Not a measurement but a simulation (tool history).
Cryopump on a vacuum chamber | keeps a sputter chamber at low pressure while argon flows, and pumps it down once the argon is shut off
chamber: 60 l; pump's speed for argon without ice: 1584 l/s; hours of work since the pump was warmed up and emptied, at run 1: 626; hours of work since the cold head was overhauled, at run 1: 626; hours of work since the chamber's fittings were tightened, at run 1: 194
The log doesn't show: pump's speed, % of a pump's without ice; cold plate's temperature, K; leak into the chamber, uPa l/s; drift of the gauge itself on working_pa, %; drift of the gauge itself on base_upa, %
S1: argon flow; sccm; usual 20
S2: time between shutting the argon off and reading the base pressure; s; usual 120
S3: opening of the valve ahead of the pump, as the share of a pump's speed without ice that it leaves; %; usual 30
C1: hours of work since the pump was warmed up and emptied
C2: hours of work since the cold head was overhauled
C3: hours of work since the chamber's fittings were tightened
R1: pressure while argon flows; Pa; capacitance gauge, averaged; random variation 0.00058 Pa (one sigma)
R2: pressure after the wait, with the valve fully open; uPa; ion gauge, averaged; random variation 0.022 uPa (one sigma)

run 1 hour=0 | S1=20 S2=120 S3=30 | C1=626 C2=626 C3=194 | R1=0.08 R2=0.95
run 2 hour=45.3 | S1=20 S2=120 S3=30 | C1=647 C2=647 C3=214 | R1=0.0793 R2=0.94
run 3 hour=90.6 | S1=20 S2=120 S3=30 | C1=667 C2=667 C3=234 | R1=0.0792 R2=0.98
run 4 hour=127 | S1=20 S2=120 S3=30 | C1=683 C2=683 C3=251 | R1=0.0798 R2=1.02
run 5 hour=162 | S1=20 S2=120 S3=30 | C1=699 C2=699 C3=266 | R1=0.0808 R2=1.04
-- hour=177.2 pump warmed up, emptied and cooled again
run 6 hour=202.6 | S1=20 S2=120 S3=30 | C1=11 C2=715 C3=282 | R1=0.0718 R2=0.88
run 7 hour=249.2 | S1=20 S2=120 S3=30 | C1=32 C2=736 C3=303 | R1=0.072 R2=0.9
run 8 hour=314.8 | S1=20 S2=120 S3=30 | C1=62 C2=765 C3=332 | R1=0.0722 R2=0.93
run 9 hour=359.3 | S1=9 S2=120 S3=30 | C1=81 C2=785 C3=352 | R1=0.0328 R2=0.95
run 10 hour=390.7 | S1=9 S2=120 S3=30 | C1=96 C2=799 C3=366 | R1=0.0327 R2=0.98
run 11 hour=421.6 | S1=20 S2=59 S3=30 | C1=109 C2=813 C3=380 | R1=0.0725 R2=1.39
run 12 hour=454.5 | S1=20 S2=120 S3=30 | C1=124 C2=827 C3=395 | R1=0.074 R2=1.03
run 13 hour=512.3 | S1=20 S2=120 S3=36 | C1=150 C2=853 C3=421 | R1=0.0609 R2=1.03
run 14 hour=551.3 | S1=20 S2=120 S3=16 | C1=167 C2=871 C3=438 | R1=0.1359 R2=1.07
run 15 hour=583.9 | S1=20 S2=120 S3=16 | C1=182 C2=885 C3=453 | R1=0.1359 R2=1.08
run 16 hour=644.1 | S1=20 S2=120 S3=16 | C1=209 C2=912 C3=480 | R1=0.1353 R2=1.12
run 17 hour=692 | S1=20 S2=120 S3=20 | C1=230 C2=934 C3=501 | R1=0.11 R2=1.17
run 18 hour=757.8 | S1=20 S2=108 S3=20 | C1=260 C2=963 C3=531 | R1=0.111 R2=1.24
run 19 hour=794.8 | S1=20 S2=108 S3=20 | C1=276 C2=980 C3=547 | R1=0.1119 R2=1.26
run 20 hour=858 | S1=20 S2=89 S3=47 | C1=305 C2=1008 C3=575 | R1=0.0497 R2=1.43
run 21 hour=914.8 | S1=20 S2=89 S3=47 | C1=330 C2=1033 C3=601 | R1=0.0501 R2=1.46
run 22 hour=971 | S1=20 S2=120 S3=33 | C1=355 C2=1059 C3=626 | R1=0.0698 R2=1.36
run 23 hour=1023.3 | S1=20 S2=120 S3=33 | C1=378 C2=1082 C3=649 | R1=0.0688 R2=1.42
run 24 hour=1077.9 | S1=20 S2=120 S3=33 | C1=403 C2=1106 C3=674 | R1=0.0698 R2=1.45
run 25 hour=1121.3 | S1=24 S2=121 S3=37 | C1=422 C2=1126 C3=693 | R1=0.0757 R2=1.48
run 26 hour=1186.6 | S1=19 S2=80 S3=30 | C1=452 C2=1155 C3=722 | R1=0.0732 R2=1.75
run 27 hour=1244.5 | S1=18 S2=54 S3=18 | C1=477 C2=1181 C3=748 | R1=0.1112 R2=2.1
run 28 hour=1304 | S1=18 S2=54 S3=18 | C1=504 C2=1207 C3=775 | R1=0.1134 R2=2.13
run 29 hour=1354.5 | S1=17 S2=120 S3=44 | C1=527 C2=1230 C3=797 | R1=0.0472 R2=1.68
run 30 hour=1390.8 | S1=8 S2=120 S3=41 | C1=543 C2=1246 C3=814 | R1=0.0241 R2=1.67
run 31 hour=1433 | S1=8 S2=120 S3=41 | C1=562 C2=1265 C3=833 | R1=0.0253 R2=1.69
run 32 hour=1460.9 | S1=26 S2=120 S3=20 | C1=574 C2=1278 C3=845 | R1=0.149 R2=1.75
run 33 hour=1527.4 | S1=26 S2=120 S3=20 | C1=604 C2=1307 C3=875 | R1=0.1489 R2=1.89
run 34 hour=1568.4 | S1=13 S2=34 S3=32 | C1=622 C2=1326 C3=893 | R1=0.0495 R2=2.94

3 ways to go on from here, each from the tool as it stands after run 34. What would each give?
run A hour=1604.8 | S1=20 S2=46 S3=30 | C1=639 C2=1342 C3=909 | R1=? R2=?
run B hour=1604.8 | S1=18 S2=34 S3=32 | C1=639 C2=1342 C3=909 | R1=? R2=?
run C hour=1604.8 | S1=20 S2=36 S3=51 | C1=639 C2=1342 C3=909 | R1=? R2=?

run=A R1=0.081 R2=2.52
run=B R1=0.0688 R2=2.86
run=C R1=0.0506 R2=2.9
Without the tool's hidden state the same runs would have given:
run=A R1=0.0715 R2=1.23
run=B R1=0.0602 R2=1.57
run=C R1=0.0411 R2=1.57
